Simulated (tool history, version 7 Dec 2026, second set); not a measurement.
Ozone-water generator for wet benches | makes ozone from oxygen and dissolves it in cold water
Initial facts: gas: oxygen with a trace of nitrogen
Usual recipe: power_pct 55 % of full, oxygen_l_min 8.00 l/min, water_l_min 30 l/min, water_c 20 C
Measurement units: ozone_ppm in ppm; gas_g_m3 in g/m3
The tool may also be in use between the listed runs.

run 1 hour=0.0 | power_pct=55 oxygen_l_min=8.00 water_l_min=30 water_c=20 | ozone_ppm=16.5 gas_g_m3=142.5
run 2 hour=189.2 | power_pct=55 oxygen_l_min=8.00 water_l_min=30 water_c=20 | ozone_ppm=17.0 gas_g_m3=145.5
run 3 hour=285.9 | power_pct=55 oxygen_l_min=8.00 water_l_min=30 water_c=20 | ozone_ppm=16.6 gas_g_m3=144.8
run 4 hour=377.0 | power_pct=55 oxygen_l_min=8.00 water_l_min=30 water_c=20 | ozone_ppm=16.3 gas_g_m3=144.9
run 5 hour=552.2 | power_pct=55 oxygen_l_min=8.00 water_l_min=30 water_c=20 | ozone_ppm=16.5 gas_g_m3=145.2
run 6 hour=681.2 | power_pct=55 oxygen_l_min=8.00 water_l_min=30 water_c=20 | ozone_ppm=16.6 gas_g_m3=144.3
run 7 hour=841.4 | power_pct=55 oxygen_l_min=8.00 water_l_min=30 water_c=20 | ozone_ppm=16.5 gas_g_m3=144.1
run 8 hour=943.4 | power_pct=91 oxygen_l_min=8.00 water_l_min=30 water_c=20 | ozone_ppm=24.3 gas_g_m3=211.2
run 9 hour=1086.0 | power_pct=91 oxygen_l_min=8.00 water_l_min=30 water_c=20 | ozone_ppm=24.3 gas_g_m3=209.8
run 10 hour=1194.4 | power_pct=55 oxygen_l_min=8.00 water_l_min=30 water_c=20 | ozone_ppm=16.5 gas_g_m3=142.4
run 11 hour=1401.2 | power_pct=55 oxygen_l_min=8.00 water_l_min=30 water_c=20 | ozone_ppm=16.5 gas_g_m3=142.9
run 12 hour=1601.0 | power_pct=79 oxygen_l_min=8.00 water_l_min=30 water_c=20 | ozone_ppm=21.6 gas_g_m3=189.6
run 13 hour=1757.2 | power_pct=55 oxygen_l_min=8.00 water_l_min=29 water_c=20 | ozone_ppm=16.6 gas_g_m3=143.3
run 14 hour=1895.3 | power_pct=76 oxygen_l_min=14.12 water_l_min=21 water_c=12 | ozone_ppm=28.2 gas_g_m3=128.4
run 15 hour=2053.9 | power_pct=56 oxygen_l_min=7.15 water_l_min=35 water_c=18 | ozone_ppm=14.9 gas_g_m3=155.4
run 16 hour=2229.4 | power_pct=56 oxygen_l_min=7.15 water_l_min=35 water_c=18 | ozone_ppm=14.9 gas_g_m3=155.3
run 17 hour=2382.0 | power_pct=58 oxygen_l_min=9.70 water_l_min=24 water_c=28 | ozone_ppm=16.5 gas_g_m3=130.9
run 18 hour=2529.8 | power_pct=61 oxygen_l_min=8.00 water_l_min=30 water_c=17 | ozone_ppm=18.3 gas_g_m3=154.4
run 19 hour=2736.5 | power_pct=86 oxygen_l_min=4.87 water_l_min=28 water_c=25 | ozone_ppm=23.1 gas_g_m3=271.1
run 20 hour=2892.0 | power_pct=55 oxygen_l_min=6.06 water_l_min=30 water_c=26 | ozone_ppm=15.0 gas_g_m3=167.0
run 21 hour=3014.0 | power_pct=55 oxygen_l_min=6.06 water_l_min=30 water_c=26 | ozone_ppm=15.1 gas_g_m3=168.3
run 22 hour=3153.0 | power_pct=55 oxygen_l_min=8.00 water_l_min=30 water_c=17 | ozone_ppm=16.7 gas_g_m3=140.6
run 23 hour=3366.4 | power_pct=51 oxygen_l_min=5.49 water_l_min=30 water_c=17 | ozone_ppm=15.8 gas_g_m3=169.2

Below are 4 alternative next runs, each starting from the tool's condition after run 23. Predict each:
run A hour=3473.8 | power_pct=77 oxygen_l_min=11.09 water_l_min=28 water_c=20 | ozone_ppm=? gas_g_m3=?
run B hour=3473.8 | power_pct=55 oxygen_l_min=8.41 water_l_min=30 water_c=20 | ozone_ppm=? gas_g_m3=?
run C hour=3473.8 | power_pct=70 oxygen_l_min=5.49 water_l_min=34 water_c=17 | ozone_ppm=? gas_g_m3=?
run D hour=3473.8 | power_pct=43 oxygen_l_min=5.49 water_l_min=30 water_c=23 | ozone_ppm=? gas_g_m3=?

run=A ozone_ppm=20.7 gas_g_m3=146.2
run=B ozone_ppm=16.1 gas_g_m3=136.9
run=C ozone_ppm=17.8 gas_g_m3=214.0
run=D ozone_ppm=12.9 gas_g_m3=147.2
Stripped of hidden state, with their random variation kept, the same runs would have yielded:
run=A ozone_ppm=23.7 gas_g_m3=161.3
run=B ozone_ppm=18.1 gas_g_m3=147.3
run=C ozone_ppm=20.4 gas_g_m3=234.3
run=D ozone_ppm=14.2 gas_g_m3=155.7
